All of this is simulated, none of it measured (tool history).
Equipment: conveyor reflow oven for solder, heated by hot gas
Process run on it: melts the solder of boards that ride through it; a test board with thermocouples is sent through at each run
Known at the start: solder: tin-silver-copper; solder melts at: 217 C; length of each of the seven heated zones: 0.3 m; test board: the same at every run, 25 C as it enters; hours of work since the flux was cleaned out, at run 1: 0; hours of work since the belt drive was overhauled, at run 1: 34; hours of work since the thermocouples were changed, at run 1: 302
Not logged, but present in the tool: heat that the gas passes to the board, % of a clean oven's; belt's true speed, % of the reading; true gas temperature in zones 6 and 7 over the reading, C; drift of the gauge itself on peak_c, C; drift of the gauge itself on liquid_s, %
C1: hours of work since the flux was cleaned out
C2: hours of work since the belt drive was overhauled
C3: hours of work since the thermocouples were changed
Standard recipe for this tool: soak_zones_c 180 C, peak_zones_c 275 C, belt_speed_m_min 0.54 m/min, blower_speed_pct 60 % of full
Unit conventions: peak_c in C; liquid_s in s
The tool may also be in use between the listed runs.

Run 1, hour 0: usual settings; C1 0; C2 34; C3 302. Result: peak_c 259.2 C, liquid_s 55.3 s.
Run 2, hour 73.9: usual settings but peak_zones_c 265 C; C1 50; C2 84; C3 351. Result: peak_c 249 C, liquid_s 51.2 s.
Run 3, hour 105.6: usual settings but peak_zones_c 265 C; C1 71; C2 105; C3 373. Result: peak_c 249.5 C, liquid_s 50.7 s.
Run 4, hour 164.5: usual settings; C1 110; C2 145; C3 412. Result: peak_c 258.6 C, liquid_s 56 s.
Run 5, hour 229.7: usual settings but belt_speed_m_min 0.471 m/min; C1 154; C2 188; C3 456. Result: peak_c 261.5 C, liquid_s 66.4 s.
Run 6, hour 262.3: usual settings but belt_speed_m_min 0.471 m/min; C1 176; C2 210; C3 478. Result: peak_c 261.7 C, liquid_s 66.7 s.
Run 7, hour 327.3: usual settings but belt_speed_m_min 0.471 m/min; C1 219; C2 254; C3 521. Result: peak_c 261.6 C, liquid_s 65.9 s.
Run 8, hour 365.8: usual settings but blower_speed_pct 72 % of full; C1 245; C2 280; C3 547. Result: peak_c 258.9 C, liquid_s 56.8 s.
At hour 387.9: thermocouples of zones 6 and 7 changed.
Run 9, hour 431: usual settings but blower_speed_pct 72 % of full; C1 288; C2 322; C3 29. Result: peak_c 261 C, liquid_s 56.9 s.
Run 10, hour 504.9: usual settings but peak_zones_c 268 C, belt_speed_m_min 0.481 m/min; C1 337; C2 372; C3 78. Result: peak_c 254.9 C, liquid_s 61 s.
Run 11, hour 577.5: usual settings but peak_zones_c 268 C, belt_speed_m_min 0.481 m/min; C1 386; C2 420; C3 127. Result: peak_c 254.5 C, liquid_s 61.1 s.
Run 12, hour 623: usual settings but peak_zones_c 268 C, belt_speed_m_min 0.481 m/min; C1 416; C2 451; C3 158. Result: peak_c 254.7 C, liquid_s 61 s.
Run 13, hour 654.3: usual settings but peak_zones_c 268 C, blower_speed_pct 68 % of full; C1 437; C2 472; C3 179. Result: peak_c 252.2 C, liquid_s 52.9 s.

For some of the steps in peak_c from one run to the next: how much would appear even if the tool had no hidden state, given the settings, what came in and random variation, and how much remains for the hidden state plus any gauge scatter that the measured result and the result without hidden state don't share?
Run 1 -> 2: peak_zones_c 275 -> 265. peak_c -10.2 C: hidden state -0.4, all else -9.8.
Run 8 -> 9: thermocouples of zones 6 and 7 changed. peak_c +2.1 C: hidden state +1.1, all else +1.
